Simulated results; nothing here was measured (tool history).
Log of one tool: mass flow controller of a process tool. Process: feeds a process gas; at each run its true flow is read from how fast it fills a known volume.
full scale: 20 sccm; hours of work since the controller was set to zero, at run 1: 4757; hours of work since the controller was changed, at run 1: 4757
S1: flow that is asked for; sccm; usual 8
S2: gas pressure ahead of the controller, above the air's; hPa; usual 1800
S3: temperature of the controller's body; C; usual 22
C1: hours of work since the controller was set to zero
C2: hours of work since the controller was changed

run 1 hour=0.0 | S1=8 S2=1800 S3=22 | C1=4757 C2=4757 | true_flow_(%)=97.69
run 2 hour=175.1 | S1=8 S2=1800 S3=22 | C1=4837 C2=4837 | true_flow_(%)=97.68
run 3 hour=475.0 | S1=8 S2=2180 S3=22 | C1=4974 C2=4974 | true_flow_(%)=97.54
run 4 hour=700.9 | S1=8 S2=2180 S3=22 | C1=5078 C2=5078 | true_flow_(%)=97.58
run 5 hour=936.6 | S1=8 S2=2530 S3=22 | C1=5186 C2=5186 | true_flow_(%)=97.35
run 6 hour=1318.5 | S1=8 S2=2530 S3=22 | C1=5361 C2=5361 | true_flow_(%)=97.41
run 7 hour=1594.7 | S1=8 S2=2530 S3=22 | C1=5487 C2=5487 | true_flow_(%)=97.40
run 8 hour=1974.7 | S1=8 S2=1600 S3=22 | C1=5661 C2=5661 | true_flow_(%)=97.86
run 9 hour=2147.8 | S1=8 S2=1600 S3=22 | C1=5740 C2=5740 | true_flow_(%)=97.95
run 10 hour=2344.4 | S1=8 S2=1800 S3=22 | C1=5830 C2=5830 | true_flow_(%)=97.78
run 11 hour=2750.3 | S1=8 S2=1670 S3=22 | C1=6016 C2=6016 | true_flow_(%)=97.58
run 12 hour=3082.9 | S1=3 S2=1800 S3=22 | C1=6168 C2=6168 | true_flow_(%)=96.84
run 13 hour=3346.1 | S1=3 S2=1800 S3=22 | C1=6289 C2=6289 | true_flow_(%)=96.85
run 14 hour=3594.1 | S1=3 S2=1800 S3=22 | C1=6402 C2=6402 | true_flow_(%)=96.87
run 15 hour=3969.3 | S1=3 S2=1800 S3=22 | C1=6574 C2=6574 | true_flow_(%)=96.95
run 16 hour=4312.9 | S1=3 S2=1800 S3=22 | C1=6731 C2=6731 | true_flow_(%)=96.80
run 17 hour=4566.0 | S1=8 S2=1800 S3=22 | C1=6847 C2=6847 | true_flow_(%)=97.64
run 18 hour=4915.7 | S1=8 S2=1800 S3=22 | C1=7007 C2=7007 | true_flow_(%)=97.73
run 19 hour=5082.3 | S1=8 S2=1800 S3=22 | C1=7084 C2=7084 | true_flow_(%)=97.70
run 20 hour=5408.0 | S1=8 S2=1800 S3=32 | C1=7233 C2=7233 | true_flow_(%)=98.68
run 21 hour=5745.0 | S1=8 S2=1800 S3=22 | C1=7387 C2=7387 | true_flow_(%)=97.75
run 22 hour=6058.0 | S1=5 S2=1800 S3=22 | C1=7530 C2=7530 | true_flow_(%)=97.24
run 23 hour=6375.9 | S1=9 S2=1800 S3=22 | C1=7676 C2=7676 | true_flow_(%)=97.92
run 24 hour=6596.5 | S1=9 S2=1800 S3=22 | C1=7777 C2=7777 | true_flow_(%)=97.84
run 25 hour=6852.6 | S1=5 S2=1800 S3=35 | C1=7894 C2=7894 | true_flow_(%)=98.35
run 26 hour=7061.4 | S1=3 S2=1670 S3=38 | C1=7990 C2=7990 | true_flow_(%)=98.44
run 27 hour=7460.2 | S1=12 S2=2710 S3=38 | C1=8172 C2=8172 | true_flow_(%)=99.49
run 28 hour=7835.9 | S1=5 S2=1760 S3=21 | C1=8344 C2=8344 | true_flow_(%)=97.21
run 29 hour=8012.4 | S1=8 S2=1800 S3=26 | C1=8425 C2=8425 | true_flow_(%)=98.18
-- hour=8227.4 controller's zero set anew
run 30 hour=8348.1 | S1=2 S2=2130 S3=39 | C1=55 C2=8579 | true_flow_(%)=98.13
run 31 hour=8741.0 | S1=8 S2=2530 S3=39 | C1=235 C2=8758 | true_flow_(%)=99.11
run 32 hour=8917.2 | S1=12 S2=1800 S3=23 | C1=316 C2=8839 | true_flow_(%)=98.45
run 33 hour=9114.9 | S1=12 S2=1800 S3=23 | C1=406 C2=8930 | true_flow_(%)=98.48
run 34 hour=9446.4 | S1=5 S2=1690 S3=35 | C1=558 C2=9081 | true_flow_(%)=98.42
run 35 hour=9705.4 | S1=12 S2=2090 S3=29 | C1=677 C2=9200 | true_flow_(%)=98.90
run 36 hour=10047.5 | S1=12 S2=2090 S3=29 | C1=833 C2=9357 | true_flow_(%)=99.05
run 37 hour=10352.5 | S1=7 S2=1880 S3=22 | C1=973 C2=9496 | true_flow_(%)=97.47
run 38 hour=10718.5 | S1=3 S2=2350 S3=36 | C1=1140 C2=9664 | true_flow_(%)=97.88
run 39 hour=11096.1 | S1=3 S2=2540 S3=25 | C1=1313 C2=9837 | true_flow_(%)=96.79
run 40 hour=11410.1 | S1=17 S2=1540 S3=33 | C1=1457 C2=9980 | true_flow_(%)=100.41
run 41 hour=11695.3 | S1=17 S2=1540 S3=33 | C1=1588 C2=10111 | true_flow_(%)=100.43
run 42 hour=12026.0 | S1=4 S2=1660 S3=24 | C1=1739 C2=10262 | true_flow_(%)=97.26
run 43 hour=12359.3 | S1=7 S2=1470 S3=36 | C1=1892 C2=10415 | true_flow_(%)=99.07
run 44 hour=12607.4 | S1=7 S2=1470 S3=36 | C1=2005 C2=10528 | true_flow_(%)=99.11
run 45 hour=12887.8 | S1=3 S2=2760 S3=22 | C1=2134 C2=10657 | true_flow_(%)=96.29
run 46 hour=13141.9 | S1=3 S2=2760 S3=22 | C1=2250 C2=10773 | true_flow_(%)=96.41
run 47 hour=13541.5 | S1=3 S2=2760 S3=22 | C1=2433 C2=10956 | true_flow_(%)=96.50

Hidden state at the last listed run before each entry between runs and at the first one after, where it differs:
Between runs 29 and 30: controller's zero set anew (hour 8227.4)
  flow at rest that the sensor doesn't see, % of full scale: -0.006 -> 0
